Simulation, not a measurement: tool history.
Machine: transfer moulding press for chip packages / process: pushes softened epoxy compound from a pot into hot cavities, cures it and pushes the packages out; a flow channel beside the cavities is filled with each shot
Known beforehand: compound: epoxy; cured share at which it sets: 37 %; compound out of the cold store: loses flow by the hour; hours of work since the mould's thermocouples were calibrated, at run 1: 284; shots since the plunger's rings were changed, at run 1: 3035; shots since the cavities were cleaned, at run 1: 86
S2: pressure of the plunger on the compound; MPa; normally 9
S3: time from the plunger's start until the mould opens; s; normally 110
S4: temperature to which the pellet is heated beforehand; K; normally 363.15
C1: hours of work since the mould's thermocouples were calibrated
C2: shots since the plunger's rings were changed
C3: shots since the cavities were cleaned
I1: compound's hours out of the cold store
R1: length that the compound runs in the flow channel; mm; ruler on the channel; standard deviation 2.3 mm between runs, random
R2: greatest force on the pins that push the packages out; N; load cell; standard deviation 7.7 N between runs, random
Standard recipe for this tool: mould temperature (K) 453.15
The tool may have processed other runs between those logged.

run 1 day=0 | mould_temperature_(K)=453.15 S2=9 S3=110 S4=363.15 | C1=284 C2=3035 C3=86 | I1=32.5 | R1=722 R2=370
run 2 day=0.642 | mould_temperature_(K)=453.15 S2=9 S3=110 S4=363.15 | C1=295 C2=3202 C3=253 | I1=16.6 | R1=754 R2=402
run 3 day=1.375 | mould_temperature_(K)=453.15 S2=9 S3=107 S4=363.15 | C1=307 C2=3394 C3=445 | I1=39.5 | R1=703 R2=443
-- day=1.521 cavities cleaned with cleaning compound and waxed
run 4 day=2.054 | mould_temperature_(K)=453.15 S2=9 S3=107 S4=363.15 | C1=318 C2=3555 C3=139 | I1=40.8 | R1=703 R2=388
run 5 day=2.9 | mould_temperature_(K)=453.15 S2=9 S3=107 S4=363.15 | C1=332 C2=3776 C3=360 | I1=45.9 | R1=692 R2=426
-- day=3.362 cavities cleaned with cleaning compound and waxed
run 6 day=3.629 | mould_temperature_(K)=453.15 S2=9 S3=125 S4=363.15 | C1=343 C2=3951 C3=70 | I1=31.1 | R1=722 R2=314
run 7 day=4.271 | mould_temperature_(K)=453.15 S2=9 S3=99 S4=363.15 | C1=354 C2=4119 C3=238 | I1=22.8 | R1=736 R2=471
run 8 day=4.808 | mould_temperature_(K)=453.15 S2=9 S3=99 S4=363.15 | C1=363 C2=4259 C3=378 | I1=38.8 | R1=700 R2=486
-- day=5.196 cavities cleaned with cleaning compound and waxed
run 9 day=5.762 | mould_temperature_(K)=453.15 S2=9 S3=110 S4=363.15 | C1=378 C2=4492 C3=148 | I1=28.4 | R1=725 R2=392
-- day=6.446 plunger's sealing rings changed
run 10 day=6.604 | mould_temperature_(K)=447.15 S2=9 S3=110 S4=363.15 | C1=390 C2=40 C3=340 | I1=12.5 | R1=797 R2=617
-- day=7.142 cavities cleaned with cleaning compound and waxed
run 11 day=7.358 | mould_temperature_(K)=447.15 S2=9 S3=110 S4=363.15 | C1=402 C2=221 C3=56 | I1=20.4 | R1=779 R2=511
run 12 day=7.775 | mould_temperature_(K)=447.15 S2=9 S3=110 S4=363.15 | C1=409 C2=331 C3=166 | I1=15.8 | R1=788 R2=572
run 13 day=8.6 | mould_temperature_(K)=447.15 S2=9 S3=110 S4=363.15 | C1=423 C2=547 C3=382 | I1=21.6 | R1=772 R2=596
-- day=8.967 cavities cleaned with cleaning compound and waxed
run 14 day=9.442 | mould_temperature_(K)=453.15 S2=9 S3=105 S4=363.15 | C1=436 C2=750 C3=124 | I1=32.6 | R1=735 R2=397
run 15 day=10.4 | mould_temperature_(K)=453.15 S2=9 S3=105 S4=363.15 | C1=452 C2=1001 C3=375 | I1=41.4 | R1=713 R2=461
-- day=10.825 cavities cleaned with cleaning compound and waxed
run 16 day=11.125 | mould_temperature_(K)=453.15 S2=8.86 S3=99 S4=363.15 | C1=463 C2=1174 C3=78 | I1=35.7 | R1=722 R2=436
run 17 day=11.754 | mould_temperature_(K)=453.15 S2=9.84 S3=140 S4=358.15 | C1=474 C2=1339 C3=243 | I1=19.7 | R1=796 R2=346
run 18 day=12.404 | mould_temperature_(K)=453.15 S2=9.84 S3=140 S4=358.15 | C1=485 C2=1509 C3=413 | I1=16.7 | R1=800 R2=379
-- day=12.696 cavities cleaned with cleaning compound and waxed
run 19 day=13.2 | mould_temperature_(K)=453.15 S2=9.69 S3=107 S4=363.15 | C1=497 C2=1700 C3=132 | I1=21.5 | R1=780 R2=405
run 20 day=13.9 | mould_temperature_(K)=453.15 S2=9.69 S3=107 S4=367.15 | C1=509 C2=1884 C3=316 | I1=17.1 | R1=789 R2=442
run 21 day=14.304 | mould_temperature_(K)=453.15 S2=10.43 S3=133 S4=363.15 | C1=516 C2=1989 C3=421 | I1=18.4 | R1=816 R2=394
-- day=14.521 cavities cleaned with cleaning compound and waxed
run 22 day=14.938 | mould_temperature_(K)=453.15 S2=7.57 S3=95 S4=366.15 | C1=525 C2=2138 C3=109 | I1=16.4 | R1=698 R2=485
run 23 day=15.425 | mould_temperature_(K)=445.15 S2=9 S3=99 S4=363.15 | C1=533 C2=2265 C3=236 | I1=16.6 | R1=782 R2=823
run 24 day=15.946 | mould_temperature_(K)=445.15 S2=9 S3=99 S4=363.15 | C1=542 C2=2401 C3=372 | I1=32.6 | R1=751 R2=862
-- day=16.329 cavities cleaned with cleaning compound and waxed
run 25 day=16.871 | mould_temperature_(K)=451.15 S2=8.89 S3=125 S4=363.15 | C1=557 C2=2627 C3=142 | I1=15.7 | R1=758 R2=364
run 26 day=17.492 | mould_temperature_(K)=453.15 S2=10.26 S3=110 S4=363.15 | C1=567 C2=2789 C3=304 | I1=37.1 | R1=763 R2=424
-- day=18.158 cavities cleaned with cleaning compound and waxed
run 27 day=18.429 | mould_temperature_(K)=453.15 S2=10.26 S3=110 S4=363.15 | C1=582 C2=3018 C3=71 | I1=32.3 | R1=775 R2=379
run 28 day=19.212 | mould_temperature_(K)=448.15 S2=10.79 S3=110 S4=363.15 | C1=595 C2=3222 C3=275 | I1=46 | R1=775 R2=510
run 29 day=19.871 | mould_temperature_(K)=453.15 S2=7.09 S3=112 S4=363.15 | C1=606 C2=3395 C3=448 | I1=32.4 | R1=639 R2=439

Hidden condition of the tool, last listed run before each entry between runs versus first listed run after:
Between runs 3 and 4: cavities cleaned with cleaning compound and waxed (day 1.521)
  true mould temperature over the reading, C: -0.77 -> -0.8; pressure that reaches the compound, % of what is set: 95.36 -> 95.17; grip of the stained cavities, % over clean ones': 29.2 -> 11.6
  what was measured, less what the result would be without the hidden state, R1: -15 -> -16 mm; R2: +109 -> +50 N
Between runs 5 and 6: cavities cleaned with cleaning compound and waxed (day 3.362)
  true mould temperature over the reading, C: -0.82 -> -0.85; pressure that reaches the compound, % of what is set: 94.91 -> 94.68; grip of the stained cavities, % over clean ones': 25.3 -> 5.8
  what was measured, less what the result would be without the hidden state, R1: -17 -> -18 mm; R2: +95 -> +21 N
Between runs 8 and 9: cavities cleaned with cleaning compound and waxed (day 5.196)
  true mould temperature over the reading, C: -0.89 -> -0.92; pressure that reaches the compound, % of what is set: 94.3 -> 94.04; grip of the stained cavities, % over clean ones': 25.1 -> 13.8
  what was measured, less what the result would be without the hidden state, R1: -19 -> -20 mm; R2: +113 -> +57 N
Between runs 9 and 10: plunger's sealing rings changed (day 6.446)
  true mould temperature over the reading, C: -0.92 -> -0.95; pressure that reaches the compound, % of what is set: 94.04 -> 99.64; grip of the stained cavities, % over clean ones': 13.8 -> 25.5
  what was measured, less what the result would be without the hidden state, R1: -20 -> +1 mm; R2: +57 -> +154 N
Between runs 10 and 11: cavities cleaned with cleaning compound and waxed (day 7.142)
  true mould temperature over the reading, C: -0.95 -> -0.97; pressure that reaches the compound, % of what is set: 99.64 -> 99.42; grip of the stained cavities, % over clean ones': 25.5 -> 7.8
  what was measured, less what the result would be without the hidden state, R1: +1 -> +1 mm; R2: +154 -> +64 N
Between runs 13 and 14: cavities cleaned with cleaning compound and waxed (day 8.967)
  true mould temperature over the reading, C: -1.01 -> -1.04; pressure that reaches the compound, % of what is set: 99.03 -> 98.78; grip of the stained cavities, % over clean ones': 28.2 -> 10.2
  what was measured, less what the result would be without the hidden state, R1: -1 -> -2 mm; R2: +160 -> +52 N
Between runs 15 and 16: cavities cleaned with cleaning compound and waxed (day 10.825)
  true mould temperature over the reading, C: -1.08 -> -1.1; pressure that reaches the compound, % of what is set: 98.45 -> 98.25; grip of the stained cavities, % over clean ones': 25.5 -> 8.6
  what was measured, less what the result would be without the hidden state, R1: -3 -> -3 mm; R2: +108 -> +55 N
Between runs 18 and 19: cavities cleaned with cleaning compound and waxed (day 12.696)
  true mould temperature over the reading, C: -1.14 -> -1.17; pressure that reaches the compound, % of what is set: 97.84 -> 97.61; grip of the stained cavities, % over clean ones': 28.3 -> 9.9
  what was measured, less what the result would be without the hidden state, R1: -6 -> -6 mm; R2: +85 -> +53 N
Between runs 21 and 22: cavities cleaned with cleaning compound and waxed (day 14.521)
  true mould temperature over the reading, C: -1.21 -> -1.22; pressure that reaches the compound, % of what is set: 97.29 -> 97.11; grip of the stained cavities, % over clean ones': 27.1 -> 11.9
  what was measured, less what the result would be without the hidden state, R1: -8 -> -8 mm; R2: +86 -> +81 N
Between runs 24 and 25: cavities cleaned with cleaning compound and waxed (day 16.329)
  true mould temperature over the reading, C: -1.26 -> -1.29; pressure that reaches the compound, % of what is set: 96.77 -> 96.46; grip of the stained cavities, % over clean ones': 28.1 -> 13.1
  what was measured, less what the result would be without the hidden state, R1: -9 -> -11 mm; R2: +244 -> +54 N
Between runs 26 and 27: cavities cleaned with cleaning compound and waxed (day 18.158)
  true mould temperature over the reading, C: -1.31 -> -1.34; pressure that reaches the compound, % of what is set: 96.28 -> 96; grip of the stained cavities, % over clean ones': 22.5 -> 8.4
  what was measured, less what the result would be without the hidden state, R1: -11 -> -13 mm; R2: +92 -> +45 N
